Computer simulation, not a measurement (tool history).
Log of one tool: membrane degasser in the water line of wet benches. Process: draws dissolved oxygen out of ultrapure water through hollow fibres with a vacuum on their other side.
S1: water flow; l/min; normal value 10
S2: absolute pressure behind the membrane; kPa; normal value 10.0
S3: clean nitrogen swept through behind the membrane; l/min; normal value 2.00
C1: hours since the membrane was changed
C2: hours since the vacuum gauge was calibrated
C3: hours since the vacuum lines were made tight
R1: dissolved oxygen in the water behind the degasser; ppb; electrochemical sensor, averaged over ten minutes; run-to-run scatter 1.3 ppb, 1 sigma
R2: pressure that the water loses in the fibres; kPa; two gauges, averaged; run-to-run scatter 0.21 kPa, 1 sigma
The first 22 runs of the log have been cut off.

run 23 hour=810.1 | S1=12 S2=9.4 S3=0.91 | C1=2315 C2=1069 C3=2315 | R1=271.2 R2=61.85
run 24 hour=849.6 | S1=12 S2=9.4 S3=0.91 | C1=2354 C2=1108 C3=2354 | R1=268.8 R2=62.44
run 25 hour=887.1 | S1=10 S2=13.1 S3=1.24 | C1=2392 C2=1146 C3=2392 | R1=241.7 R2=51.91
run 26 hour=915.7 | S1=8 S2=7.3 S3=2.00 | C1=2420 C2=1174 C3=2420 | R1=66.7 R2=41.53
run 27 hour=940.2 | S1=8 S2=7.3 S3=2.00 | C1=2445 C2=1199 C3=2445 | R1=66.7 R2=41.62
run 28 hour=985.5 | S1=8 S2=7.3 S3=2.00 | C1=2490 C2=1244 C3=2490 | R1=67.3 R2=41.22
run 29 hour=1009.9 | S1=10 S2=18.2 S3=1.70 | C1=2515 C2=1269 C3=2515 | R1=265.5 R2=51.83
run 30 hour=1036.4 | S1=10 S2=18.2 S3=1.70 | C1=2541 C2=1295 C3=2541 | R1=262.5 R2=51.89
run 31 hour=1078.4 | S1=13 S2=6.2 S3=1.70 | C1=2583 C2=1337 C3=2583 | R1=159.2 R2=67.15
run 32 hour=1120.2 | S1=11 S2=6.7 S3=1.79 | C1=2625 C2=1379 C3=2625 | R1=120.8 R2=57.11

Branching from run 32: 4 alternative next runs. What would each branch give?
run A hour=1168.1 | S1=11 S2=10.6 S3=2.00 | C1=2673 C2=1427 C3=2673 | R1=? R2=?
run B hour=1168.1 | S1=10 S2=10.0 S3=0.89 | C1=2673 C2=1427 C3=2673 | R1=? R2=?
run C hour=1168.1 | S1=12 S2=24.3 S3=1.31 | C1=2673 C2=1427 C3=2673 | R1=? R2=?
run D hour=1168.1 | S1=13 S2=10.0 S3=5.16 | C1=2673 C2=1427 C3=2673 | R1=? R2=?

run=A R1=169.6 R2=57.17
run=B R1=234.5 R2=51.89
run=C R1=527.5 R2=61.75
run=D R1=148.3 R2=67.49
Take away the tool's hidden state, keep each run's random variation, and the runs would have read:
run=A R1=154.9 R2=55.10
run=B R1=219.5 R2=50.01
run=C R1=505.9 R2=59.49
run=D R1=131.0 R2=65.03
